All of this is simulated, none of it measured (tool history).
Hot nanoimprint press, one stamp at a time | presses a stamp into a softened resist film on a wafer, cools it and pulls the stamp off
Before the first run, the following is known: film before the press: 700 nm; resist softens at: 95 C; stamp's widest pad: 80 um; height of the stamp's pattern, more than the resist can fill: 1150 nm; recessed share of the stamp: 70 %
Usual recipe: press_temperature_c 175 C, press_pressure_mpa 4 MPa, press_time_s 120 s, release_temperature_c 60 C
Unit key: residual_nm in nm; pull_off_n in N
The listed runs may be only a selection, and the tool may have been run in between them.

run   hour  press_temperature_c  press_pressure_mpa  press_time_s  release_temperature_c  residual_nm  pull_off_n
  1    0.0                  175                   4           120                     60        347.5         224
  2   14.9                  175                   4           120                     54        344.7         239
  3   22.5                  175                   4           120                     54        345.5         229
  4   36.1                  175                   4           117                     60        350.1         228
  5   49.4                  175                   4           120                     60        345.5         222
  6   61.9                  175                   4           120                     60        346.6         229
  7   71.7                  175                   4           120                     60        344.3         229
  8   88.5                  175                   4           120                     60        340.4         235
  9  103.2                  175                   4           120                     60        346.2         225

What does the tool deliver on the next run?
     107.4  -- plate thermocouple calibrated
 10  114.2                  175                   4           120                     60            ?           ?

residual_nm: 341.9 nm
pull_off_n: 232 N
Take away the tool's hidden state, keep the run-to-run variation as it was, and the same run would have given residual_nm 352.1 nm, pull_off_n 221 N.

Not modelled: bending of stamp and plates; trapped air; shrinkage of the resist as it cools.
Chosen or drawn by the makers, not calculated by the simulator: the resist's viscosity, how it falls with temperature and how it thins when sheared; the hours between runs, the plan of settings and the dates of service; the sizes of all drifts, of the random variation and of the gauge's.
